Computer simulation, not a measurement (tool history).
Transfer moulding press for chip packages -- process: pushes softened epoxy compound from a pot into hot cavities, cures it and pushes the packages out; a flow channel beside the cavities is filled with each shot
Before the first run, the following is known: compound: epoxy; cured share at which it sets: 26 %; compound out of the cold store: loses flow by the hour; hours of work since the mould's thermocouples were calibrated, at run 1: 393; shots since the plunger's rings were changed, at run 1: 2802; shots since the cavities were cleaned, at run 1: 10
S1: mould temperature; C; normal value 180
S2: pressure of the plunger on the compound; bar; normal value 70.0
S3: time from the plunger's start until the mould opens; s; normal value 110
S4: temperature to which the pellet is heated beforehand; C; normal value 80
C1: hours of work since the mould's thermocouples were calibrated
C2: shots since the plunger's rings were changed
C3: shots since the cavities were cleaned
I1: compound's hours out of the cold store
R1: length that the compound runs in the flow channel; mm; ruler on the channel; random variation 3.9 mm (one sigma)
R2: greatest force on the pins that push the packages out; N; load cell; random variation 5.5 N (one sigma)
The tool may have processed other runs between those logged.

{"run": 1, "hour": 0.0, "S1": 180, "S2": 70.0, "S3": 110, "S4": 80, "C1": 393, "C2": 2802, "C3": 10, "I1": 21.2, "R1": 910, "R2": 189}
{"run": 2, "hour": 47.8, "S1": 180, "S2": 70.0, "S3": 110, "S4": 80, "C1": 421, "C2": 3238, "C3": 446, "I1": 23.5, "R1": 905, "R2": 276}
{"hour": 72.4, "done": "cavities cleaned with cleaning compound and waxed"}
{"run": 3, "hour": 86.5, "S1": 180, "S2": 70.0, "S3": 110, "S4": 80, "C1": 443, "C2": 3578, "C3": 128, "I1": 40.3, "R1": 849, "R2": 206}
{"run": 4, "hour": 143.2, "S1": 180, "S2": 70.0, "S3": 110, "S4": 80, "C1": 476, "C2": 4097, "C3": 647, "I1": 27.1, "R1": 880, "R2": 273}
{"hour": 152.0, "done": "cavities cleaned with cleaning compound and waxed"}
{"run": 5, "hour": 202.4, "S1": 180, "S2": 70.0, "S3": 110, "S4": 80, "C1": 510, "C2": 4625, "C3": 461, "I1": 21.2, "R1": 901, "R2": 275}
{"hour": 230.4, "done": "cavities cleaned with cleaning compound and waxed"}
{"hour": 273.3, "done": "plunger's sealing rings changed"}
{"run": 6, "hour": 285.9, "S1": 180, "S2": 70.0, "S3": 110, "S4": 80, "C1": 557, "C2": 116, "C3": 485, "I1": 34.9, "R1": 891, "R2": 268}
{"hour": 313.8, "done": "mould's thermocouples calibrated"}
{"hour": 315.3, "done": "cavities cleaned with cleaning compound and waxed"}
{"run": 7, "hour": 359.4, "S1": 180, "S2": 70.0, "S3": 110, "S4": 80, "C1": 26, "C2": 756, "C3": 404, "I1": 19.1, "R1": 949, "R2": 268}
{"hour": 388.8, "done": "cavities cleaned with cleaning compound and waxed"}
{"run": 8, "hour": 417.2, "S1": 180, "S2": 70.0, "S3": 110, "S4": 80, "C1": 59, "C2": 1271, "C3": 260, "I1": 18.7, "R1": 939, "R2": 252}
{"hour": 463.6, "done": "cavities cleaned with cleaning compound and waxed"}
{"run": 9, "hour": 479.0, "S1": 180, "S2": 70.0, "S3": 102, "S4": 80, "C1": 95, "C2": 1822, "C3": 140, "I1": 31.8, "R1": 886, "R2": 222}
{"run": 10, "hour": 518.0, "S1": 180, "S2": 70.0, "S3": 102, "S4": 80, "C1": 118, "C2": 2179, "C3": 497, "I1": 12.5, "R1": 965, "R2": 300}
{"hour": 540.1, "done": "cavities cleaned with cleaning compound and waxed"}
{"run": 11, "hour": 581.3, "S1": 180, "S2": 70.0, "S3": 102, "S4": 80, "C1": 154, "C2": 2744, "C3": 377, "I1": 9.5, "R1": 969, "R2": 283}
{"hour": 615.9, "done": "cavities cleaned with cleaning compound and waxed"}
{"run": 12, "hour": 621.2, "S1": 180, "S2": 70.0, "S3": 102, "S4": 80, "C1": 177, "C2": 3095, "C3": 48, "I1": 43.7, "R1": 837, "R2": 211}
{"hour": 691.0, "done": "cavities cleaned with cleaning compound and waxed"}
{"run": 13, "hour": 696.5, "S1": 180, "S2": 70.0, "S3": 102, "S4": 80, "C1": 220, "C2": 3770, "C3": 51, "I1": 41.2, "R1": 839, "R2": 206}
{"run": 14, "hour": 752.0, "S1": 173, "S2": 54.1, "S3": 92, "S4": 80, "C1": 253, "C2": 4278, "C3": 559, "I1": 16.8, "R1": 828, "R2": 533}
{"hour": 767.8, "done": "cavities cleaned with cleaning compound and waxed"}
{"run": 15, "hour": 837.1, "S1": 173, "S2": 54.1, "S3": 92, "S4": 80, "C1": 302, "C2": 5042, "C3": 634, "I1": 35.9, "R1": 762, "R2": 525}
{"hour": 842.4, "done": "cavities cleaned with cleaning compound and waxed"}
{"hour": 860.9, "done": "plunger's sealing rings changed"}
{"run": 16, "hour": 879.5, "S1": 173, "S2": 54.1, "S3": 92, "S4": 80, "C1": 325, "C2": 170, "C3": 316, "I1": 24.3, "R1": 839, "R2": 468}
{"hour": 920.3, "done": "cavities cleaned with cleaning compound and waxed"}
{"run": 17, "hour": 954.3, "S1": 173, "S2": 54.1, "S3": 92, "S4": 80, "C1": 368, "C2": 840, "C3": 310, "I1": 11.8, "R1": 878, "R2": 461}
{"hour": 995.4, "done": "cavities cleaned with cleaning compound and waxed"}
{"run": 18, "hour": 1025.1, "S1": 177, "S2": 59.0, "S3": 130, "S4": 86, "C1": 409, "C2": 1474, "C3": 271, "I1": 36.9, "R1": 811, "R2": 226}
{"hour": 1070.8, "done": "cavities cleaned with cleaning compound and waxed"}
{"run": 19, "hour": 1075.0, "S1": 180, "S2": 61.6, "S3": 110, "S4": 81, "C1": 438, "C2": 1917, "C3": 39, "I1": 32.8, "R1": 825, "R2": 187}
{"hour": 1146.9, "done": "cavities cleaned with cleaning compound and waxed"}
{"run": 20, "hour": 1151.2, "S1": 188, "S2": 61.6, "S3": 110, "S4": 89, "C1": 482, "C2": 2600, "C3": 39, "I1": 23.5, "R1": 844, "R2": 180}
{"run": 21, "hour": 1213.3, "S1": 188, "S2": 60.8, "S3": 104, "S4": 89, "C1": 518, "C2": 3168, "C3": 607, "I1": 25.3, "R1": 824, "R2": 269}
{"hour": 1225.6, "done": "cavities cleaned with cleaning compound and waxed"}
{"run": 22, "hour": 1268.8, "S1": 188, "S2": 60.8, "S3": 104, "S4": 89, "C1": 550, "C2": 3662, "C3": 395, "I1": 18.3, "R1": 839, "R2": 245}
{"hour": 1301.7, "done": "cavities cleaned with cleaning compound and waxed"}
{"hour": 1308.4, "done": "mould's thermocouples calibrated"}
{"run": 23, "hour": 1314.8, "S1": 181, "S2": 86.6, "S3": 110, "S4": 80, "C1": 4, "C2": 4050, "C3": 102, "I1": 20.6, "R1": 1009, "R2": 210}
{"run": 24, "hour": 1369.1, "S1": 186, "S2": 86.6, "S3": 110, "S4": 72, "C1": 36, "C2": 4547, "C3": 599, "I1": 24.5, "R1": 976, "R2": 275}
{"hour": 1377.9, "done": "cavities cleaned with cleaning compound and waxed"}
{"run": 25, "hour": 1442.5, "S1": 186, "S2": 86.6, "S3": 110, "S4": 72, "C1": 78, "C2": 5204, "C3": 591, "I1": 24.2, "R1": 965, "R2": 259}
{"hour": 1449.3, "done": "plunger's sealing rings changed"}
{"hour": 1456.8, "done": "cavities cleaned with cleaning compound and waxed"}
{"run": 26, "hour": 1499.3, "S1": 184, "S2": 52.2, "S3": 128, "S4": 73, "C1": 109, "C2": 444, "C3": 389, "I1": 42.7, "R1": 743, "R2": 234}

Each row is a separate what-if for the run after 26, all from the same tool condition, not one after another. Results?
{"hour": 1534.3, "done": "cavities cleaned with cleaning compound and waxed"}
{"run": "A", "hour": 1563.9, "S1": 180, "S2": 71.5, "S3": 102, "S4": 80, "C1": 147, "C2": 1021, "C3": 270, "I1": 30.4, "R1": "?", "R2": "?"}
{"hour": 1534.3, "done": "cavities cleaned with cleaning compound and waxed"}
{"run": "B", "hour": 1563.9, "S1": 187, "S2": 55.8, "S3": 130, "S4": 73, "C1": 147, "C2": 1021, "C3": 270, "I1": 42.0, "R1": "?", "R2": "?"}
{"hour": 1534.3, "done": "cavities cleaned with cleaning compound and waxed"}
{"run": "C", "hour": 1563.9, "S1": 180, "S2": 69.6, "S3": 135, "S4": 81, "C1": 147, "C2": 1021, "C3": 270, "I1": 24.3, "R1": "?", "R2": "?"}

run=A R1=912 R2=268
run=B R1=753 R2=217
run=C R1=919 R2=215
With no hidden state in the tool, these same runs would have given:
run=A R1=923 R2=201
run=B R1=762 R2=162
run=C R1=930 R2=160

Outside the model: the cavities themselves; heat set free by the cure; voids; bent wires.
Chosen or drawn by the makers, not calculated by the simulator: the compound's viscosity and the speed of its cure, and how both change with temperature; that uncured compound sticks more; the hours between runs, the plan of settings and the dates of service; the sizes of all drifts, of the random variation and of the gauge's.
